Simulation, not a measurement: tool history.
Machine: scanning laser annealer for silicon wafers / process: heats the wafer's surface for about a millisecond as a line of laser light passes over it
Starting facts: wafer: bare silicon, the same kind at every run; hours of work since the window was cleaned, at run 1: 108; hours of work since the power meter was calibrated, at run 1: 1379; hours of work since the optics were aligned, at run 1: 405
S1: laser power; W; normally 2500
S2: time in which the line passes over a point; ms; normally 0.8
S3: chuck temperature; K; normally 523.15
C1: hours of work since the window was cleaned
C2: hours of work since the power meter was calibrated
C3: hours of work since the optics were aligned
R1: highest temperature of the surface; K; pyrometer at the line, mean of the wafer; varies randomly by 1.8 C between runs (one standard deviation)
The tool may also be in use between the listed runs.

run	hour	S1	S2	S3	C1	C2	C3	R1
1	0	2500	0.8	523.15	108	1379	405	1314.15
2	70.9	2500	0.8	523.15	160	1431	457	1311.15
3	132.8	2500	0.8	523.15	206	1477	503	1306.15
4	201.4	2500	0.8	523.15	256	1527	553	1301.15
5	250	2500	0.8	523.15	292	1563	589	1301.15
6	302.5	2439	0.8	523.15	330	1602	628	1268.15
7	366.8	2439	0.8	523.15	378	1649	675	1267.15
8	406.4	2414	0.8	523.15	407	1678	704	1255.15
# hour 424.7: window over the wafer cleaned
9	437.7	2414	0.8	523.15	10	1700	726	1279.15
10	500.5	2500	0.69	523.15	56	1746	772	1259.15
11	545.9	2500	0.69	523.15	89	1779	805	1256.15
12	575.8	2500	0.69	523.15	111	1801	827	1253.15
13	640.2	2500	0.8	484.15	158	1849	874	1260.15
14	685.8	2500	0.8	484.15	192	1882	908	1257.15
15	720.1	2500	0.8	484.15	217	1907	933	1253.15
16	763.2	2500	0.8	484.15	249	1939	965	1249.15
17	815.8	2392	0.8	484.15	288	1978	1004	1205.15
# hour 826.7: optics aligned, line set to its width
18	852.8	2500	0.8	523.15	311	2001	19	1307.15
19	911.3	2500	0.8	523.15	354	2044	62	1301.15
20	981.8	2672	0.964	511.15	406	2096	114	1425.15
# hour 999.8: window over the wafer cleaned
21	1040.3	2500	0.806	523.15	30	2138	156	1323.15
22	1071.2	2576	0.786	523.15	52	2160	178	1343.15
23	1112.3	2144	0.882	541.15	83	2191	209	1227.15
24	1149.1	2144	0.785	541.15	110	2218	236	1186.15
25	1209.3	2144	0.785	541.15	154	2262	280	1187.15
26	1266.8	2207	0.573	499.15	196	2304	322	1078.15
27	1305.6	2201	0.8	509.15	225	2333	351	1176.15
28	1363.3	2201	0.8	509.15	267	2375	393	1168.15
29	1431.7	2402	0.657	509.15	318	2426	443	1178.15
30	1465.4	2614	0.8	519.15	342	2450	468	1330.15
31	1497	2549	0.804	503.15	366	2474	492	1290.15
32	1564.4	2721	0.804	503.15	415	2523	541	1350.15
# hour 1572.1: window over the wafer cleaned
33	1608.3	2130	0.804	526.15	27	2554	572	1170.15
34	1643.6	2707	0.785	523.15	53	2580	598	1380.15
35	1678.7	2733	0.588	533.15	78	2606	624	1294.15
36	1732.4	2500	0.763	523.15	118	2645	663	1284.15
37	1796.1	2500	0.763	523.15	165	2692	710	1280.15

What if the next run were any one of these 5? Each begins from the tool's condition after run 37:
A	1841.3	2512	0.756	521.15	198	2725	743	?
B	1841.3	2534	0.763	552.15	198	2725	743	?
C	1841.3	2620	0.831	515.15	198	2725	743	?
D	1841.3	2630	0.908	508.15	198	2725	743	?
E	1841.3	2463	0.8	505.15	198	2725	743	?

run	R1
A	1278.15
B	1314.15
C	1345.15
D	1377.15
E	1261.15
What these runs would have given with no unlogged condition in the tool:
run	R1
A	1319.15
B	1356.15
C	1390.15
D	1424.15
E	1301.15

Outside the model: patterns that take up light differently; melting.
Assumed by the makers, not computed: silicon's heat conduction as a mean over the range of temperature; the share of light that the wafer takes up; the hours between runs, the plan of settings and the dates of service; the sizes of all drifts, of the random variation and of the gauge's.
